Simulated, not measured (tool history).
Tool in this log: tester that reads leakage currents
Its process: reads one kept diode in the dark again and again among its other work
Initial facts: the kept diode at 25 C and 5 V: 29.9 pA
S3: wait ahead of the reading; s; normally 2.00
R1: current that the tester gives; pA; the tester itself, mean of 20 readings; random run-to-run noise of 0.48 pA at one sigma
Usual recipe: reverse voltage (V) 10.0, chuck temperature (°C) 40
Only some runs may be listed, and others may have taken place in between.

run 1 hour=0.0 | reverse_voltage_(V)=10.0 chuck_temperature_(°C)=40 S3=2.00 | R1=155.80
run 2 hour=59.6 | reverse_voltage_(V)=9.5 chuck_temperature_(°C)=40 S3=2.00 | R1=151.10
run 3 hour=135.2 | reverse_voltage_(V)=9.5 chuck_temperature_(°C)=40 S3=2.00 | R1=151.21
run 4 hour=209.9 | reverse_voltage_(V)=10.0 chuck_temperature_(°C)=40 S3=2.00 | R1=155.05
run 5 hour=291.4 | reverse_voltage_(V)=2.3 chuck_temperature_(°C)=40 S3=2.00 | R1=75.56
run 6 hour=373.4 | reverse_voltage_(V)=2.3 chuck_temperature_(°C)=40 S3=2.00 | R1=75.27
run 7 hour=475.8 | reverse_voltage_(V)=4.2 chuck_temperature_(°C)=40 S3=2.00 | R1=102.88
run 8 hour=582.8 | reverse_voltage_(V)=4.2 chuck_temperature_(°C)=40 S3=2.00 | R1=102.18
run 9 hour=655.2 | reverse_voltage_(V)=4.2 chuck_temperature_(°C)=40 S3=2.00 | R1=102.70
run 10 hour=752.1 | reverse_voltage_(V)=4.2 chuck_temperature_(°C)=40 S3=2.00 | R1=101.97
run 11 hour=827.3 | reverse_voltage_(V)=4.2 chuck_temperature_(°C)=40 S3=2.00 | R1=101.67
run 12 hour=919.3 | reverse_voltage_(V)=4.2 chuck_temperature_(°C)=40 S3=2.00 | R1=101.84
run 13 hour=1003.2 | reverse_voltage_(V)=4.2 chuck_temperature_(°C)=40 S3=2.00 | R1=101.20
run 14 hour=1078.0 | reverse_voltage_(V)=10.0 chuck_temperature_(°C)=40 S3=2.00 | R1=160.97
run 15 hour=1180.9 | reverse_voltage_(V)=10.0 chuck_temperature_(°C)=40 S3=2.00 | R1=161.31
run 16 hour=1236.0 | reverse_voltage_(V)=10.0 chuck_temperature_(°C)=40 S3=2.00 | R1=161.44
run 17 hour=1305.0 | reverse_voltage_(V)=10.0 chuck_temperature_(°C)=40 S3=2.00 | R1=160.30
run 18 hour=1354.6 | reverse_voltage_(V)=10.0 chuck_temperature_(°C)=40 S3=2.00 | R1=161.05
run 19 hour=1463.8 | reverse_voltage_(V)=10.0 chuck_temperature_(°C)=40 S3=2.00 | R1=160.49
run 20 hour=1554.4 | reverse_voltage_(V)=10.0 chuck_temperature_(°C)=40 S3=2.00 | R1=172.95
run 21 hour=1621.0 | reverse_voltage_(V)=2.4 chuck_temperature_(°C)=40 S3=2.00 | R1=79.37
run 22 hour=1723.0 | reverse_voltage_(V)=2.4 chuck_temperature_(°C)=40 S3=2.00 | R1=78.72
run 23 hour=1811.0 | reverse_voltage_(V)=2.4 chuck_temperature_(°C)=40 S3=2.00 | R1=79.18
run 24 hour=1871.6 | reverse_voltage_(V)=10.0 chuck_temperature_(°C)=39 S3=3.06 | R1=158.06
run 25 hour=1946.9 | reverse_voltage_(V)=9.0 chuck_temperature_(°C)=59 S3=5.54 | R1=665.58
run 26 hour=1997.2 | reverse_voltage_(V)=9.0 chuck_temperature_(°C)=59 S3=5.54 | R1=665.97
run 27 hour=2081.9 | reverse_voltage_(V)=9.0 chuck_temperature_(°C)=59 S3=5.54 | R1=664.07
run 28 hour=2161.6 | reverse_voltage_(V)=2.8 chuck_temperature_(°C)=40 S3=3.71 | R1=84.36
run 29 hour=2219.3 | reverse_voltage_(V)=2.1 chuck_temperature_(°C)=28 S3=5.22 | R1=27.63
run 30 hour=2298.6 | reverse_voltage_(V)=2.1 chuck_temperature_(°C)=28 S3=5.22 | R1=27.73
run 31 hour=2384.3 | reverse_voltage_(V)=10.0 chuck_temperature_(°C)=36 S3=4.49 | R1=125.23
run 32 hour=2473.7 | reverse_voltage_(V)=5.3 chuck_temperature_(°C)=22 S3=2.00 | R1=32.31
run 33 hour=2578.0 | reverse_voltage_(V)=5.3 chuck_temperature_(°C)=22 S3=2.00 | R1=32.70
run 34 hour=2633.0 | reverse_voltage_(V)=5.3 chuck_temperature_(°C)=22 S3=2.00 | R1=32.44
run 35 hour=2717.9 | reverse_voltage_(V)=1.5 chuck_temperature_(°C)=49 S3=2.00 | R1=119.01
run 36 hour=2827.6 | reverse_voltage_(V)=1.5 chuck_temperature_(°C)=49 S3=2.00 | R1=128.19
run 37 hour=2892.7 | reverse_voltage_(V)=10.3 chuck_temperature_(°C)=49 S3=2.00 | R1=355.74
run 38 hour=2971.0 | reverse_voltage_(V)=10.3 chuck_temperature_(°C)=49 S3=2.00 | R1=333.62
run 39 hour=3051.1 | reverse_voltage_(V)=10.3 chuck_temperature_(°C)=49 S3=2.00 | R1=334.56
run 40 hour=3129.3 | reverse_voltage_(V)=2.4 chuck_temperature_(°C)=38 S3=3.48 | R1=63.88

Put back what was entered between runs (4 entries, withheld): which listed runs does each sit between, and how does the hidden state differ from the listed run before to the listed run after?
In the gap between runs 4 and 5: chuck's temperature calibrated (hour 230.2)
  stray current of the dirty probe card, pA a volt: 0.6 -> 0.644; current scale over the true one, %: -0.23 -> -0.25; true chuck temperature over the reading, C: -0.8 -> -0.11
  difference, measured minus the result without the unlogged condition, R1: -4.86 -> +0.55 pA
In the gap between runs 19 and 20: chuck's temperature calibrated (hour 1506.6)
  stray current of the dirty probe card, pA a volt: 1.302 -> 1.345; current scale over the true one, %: -0.51 -> -0.53; true chuck temperature over the reading, C: -0.92 -> 0.01
  difference, measured minus the result without the unlogged condition, R1: +0.26 -> +12.54 pA
In the gap between runs 35 and 36: chuck's temperature calibrated (hour 2785.4)
  stray current of the dirty probe card, pA a volt: 1.982 -> 2.043; current scale over the true one, %: -0.79 -> -0.81; true chuck temperature over the reading, C: -0.76 -> 0.13
  difference, measured minus the result without the unlogged condition, R1: -5.24 -> +3.29 pA
In the gap between runs 37 and 38: probe card cleaned and baked (hour 2917.0)
  stray current of the dirty probe card, pA a volt: 2.076 -> 0.055; current scale over the true one, %: -0.83 -> -0.84; true chuck temperature over the reading, C: 0.09 -> 0.04
  difference, measured minus the result without the unlogged condition, R1: +20.70 -> -1.35 pA
